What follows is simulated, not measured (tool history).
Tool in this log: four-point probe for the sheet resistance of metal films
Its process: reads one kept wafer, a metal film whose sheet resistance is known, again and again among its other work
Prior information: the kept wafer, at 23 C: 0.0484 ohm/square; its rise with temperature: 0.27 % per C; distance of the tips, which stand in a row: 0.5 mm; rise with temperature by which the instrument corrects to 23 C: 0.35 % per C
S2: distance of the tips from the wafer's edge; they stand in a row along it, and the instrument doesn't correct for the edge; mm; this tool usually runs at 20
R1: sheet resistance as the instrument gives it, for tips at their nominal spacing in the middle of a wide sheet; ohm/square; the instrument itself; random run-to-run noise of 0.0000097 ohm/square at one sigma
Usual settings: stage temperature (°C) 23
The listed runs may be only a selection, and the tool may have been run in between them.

{"run": 1, "hour": 0.0, "stage temperature (°C)": 23, "S2": 20, "R1": 0.048504}
{"run": 2, "hour": 24.5, "stage temperature (°C)": 23, "S2": 20, "R1": 0.048495}
{"run": 3, "hour": 56.9, "stage temperature (°C)": 21, "S2": 20, "R1": 0.048564}
{"run": 4, "hour": 80.9, "stage temperature (°C)": 21, "S2": 20, "R1": 0.048579}
{"run": 5, "hour": 110.3, "stage temperature (°C)": 21, "S2": 20, "R1": 0.048559}
{"run": 6, "hour": 133.8, "stage temperature (°C)": 21, "S2": 4, "R1": 0.048949}
{"run": 7, "hour": 160.5, "stage temperature (°C)": 23, "S2": 20, "R1": 0.048456}
{"run": 8, "hour": 194.2, "stage temperature (°C)": 23, "S2": 20, "R1": 0.048457}
{"run": 9, "hour": 220.5, "stage temperature (°C)": 23, "S2": 20, "R1": 0.048463}
{"run": 10, "hour": 247.2, "stage temperature (°C)": 23, "S2": 20, "R1": 0.04844}
{"run": 11, "hour": 268.5, "stage temperature (°C)": 23, "S2": 20, "R1": 0.048446}
{"run": 12, "hour": 293.2, "stage temperature (°C)": 23, "S2": 8, "R1": 0.048534}
{"run": 13, "hour": 309.1, "stage temperature (°C)": 25, "S2": 11, "R1": 0.048409}
{"run": 14, "hour": 331.1, "stage temperature (°C)": 21, "S2": 41, "R1": 0.048505}
{"run": 15, "hour": 356.5, "stage temperature (°C)": 26, "S2": 72, "R1": 0.048307}
{"run": 16, "hour": 374.5, "stage temperature (°C)": 23, "S2": 63, "R1": 0.048411}
{"run": 17, "hour": 403.1, "stage temperature (°C)": 19, "S2": 47, "R1": 0.048566}
{"run": 18, "hour": 434.4, "stage temperature (°C)": 19, "S2": 47, "R1": 0.048567}
{"run": 19, "hour": 458.8, "stage temperature (°C)": 30, "S2": 69, "R1": 0.048133}
{"run": 20, "hour": 492.5, "stage temperature (°C)": 24, "S2": 33, "R1": 0.048359}
{"hour": 511.9, "done": "stage's thermometer calibrated"}
{"run": 21, "hour": 523.3, "stage temperature (°C)": 24, "S2": 33, "R1": 0.048404}
{"run": 22, "hour": 541.0, "stage temperature (°C)": 24, "S2": 20, "R1": 0.048415}
{"run": 23, "hour": 561.3, "stage temperature (°C)": 24, "S2": 20, "R1": 0.048424}

Alternative continuations, all from the tool just after run 23; predict every row:
{"run": "A", "hour": 592.8, "stage temperature (°C)": 20, "S2": 6, "R1": "?"}
{"run": "B", "hour": 592.8, "stage temperature (°C)": 33, "S2": 14, "R1": "?"}
{"run": "C", "hour": 592.8, "stage temperature (°C)": 33, "S2": 66, "R1": "?"}
{"run": "D", "hour": 592.8, "stage temperature (°C)": 24, "S2": 33, "R1": "?"}

run=A R1=0.048732
run=B R1=0.048088
run=C R1=0.048045
run=D R1=0.048396
Stripped of hidden state, with their random variation kept, the same runs would have yielded:
run=A R1=0.0487
run=B R1=0.048058
run=C R1=0.048015
run=D R1=0.048365
